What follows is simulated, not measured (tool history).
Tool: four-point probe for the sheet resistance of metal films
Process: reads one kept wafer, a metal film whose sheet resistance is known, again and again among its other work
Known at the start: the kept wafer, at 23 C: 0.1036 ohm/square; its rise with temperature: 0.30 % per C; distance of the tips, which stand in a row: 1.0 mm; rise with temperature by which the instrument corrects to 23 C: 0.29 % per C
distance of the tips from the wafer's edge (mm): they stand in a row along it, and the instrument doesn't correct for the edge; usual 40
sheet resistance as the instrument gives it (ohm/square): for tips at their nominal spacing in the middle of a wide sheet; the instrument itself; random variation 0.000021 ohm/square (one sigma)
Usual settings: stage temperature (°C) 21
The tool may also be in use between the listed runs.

run	hour	stage temperature (°C)	distance of the tips from the wafer's edge (mm)	sheet resistance as the instrument gives it (ohm/square)
1	0.0	21	40	0.103743
2	51.9	21	40	0.103769
3	106.6	27	40	0.103843
4	156.5	27	40	0.103858
5	224.0	27	40	0.103870
6	265.2	21	40	0.103788
7	338.1	21	40	0.103818
8	396.5	21	40	0.103825
9	427.2	21	40	0.103819
10	498.6	21	40	0.103842
11	564.0	21	40	0.103846
12	600.1	21	40	0.103848
13	658.4	21	35	0.103833
14	701.5	22	8	0.104683
15	758.8	22	8	0.104727
16	820.5	22	8	0.104699
17	855.4	21	38	0.103937
18	923.3	31	38	0.104029
19	993.9	21	5	0.106040
20	1057.0	21	5	0.106079
21	1093.9	21	5	0.106127
22	1136.9	24	30	0.104005
23	1169.2	24	30	0.104019
24	1235.2	32	18	0.104204
25	1289.9	32	18	0.104212

Taken out of this log: 2 entries between the listed runs. Where each belongs, and how the hidden state differs across it:
Between runs 8 and 9: stage's thermometer calibrated (hour 401.7)
  inner tips' distance over the nominal, %: 0.196 -> 0.2; wafer's true temperature over the reading, C: -0.05 -> -0.09
  measured less the result without the state, sheet resistance as the instrument gives it (ohm/square): +0.000203 -> +0.000196
Between runs 16 and 17: stage's thermometer calibrated, once more (hour 844.9)
  inner tips' distance over the nominal, %: 0.253 -> 0.258; tips' flats over new ones', %: 76 -> 77; wafer's true temperature over the reading, C: -0.12 -> 0.02
  measured less the result without the state, sheet resistance as the instrument gives it (ohm/square): +0.000249 -> +0.000295
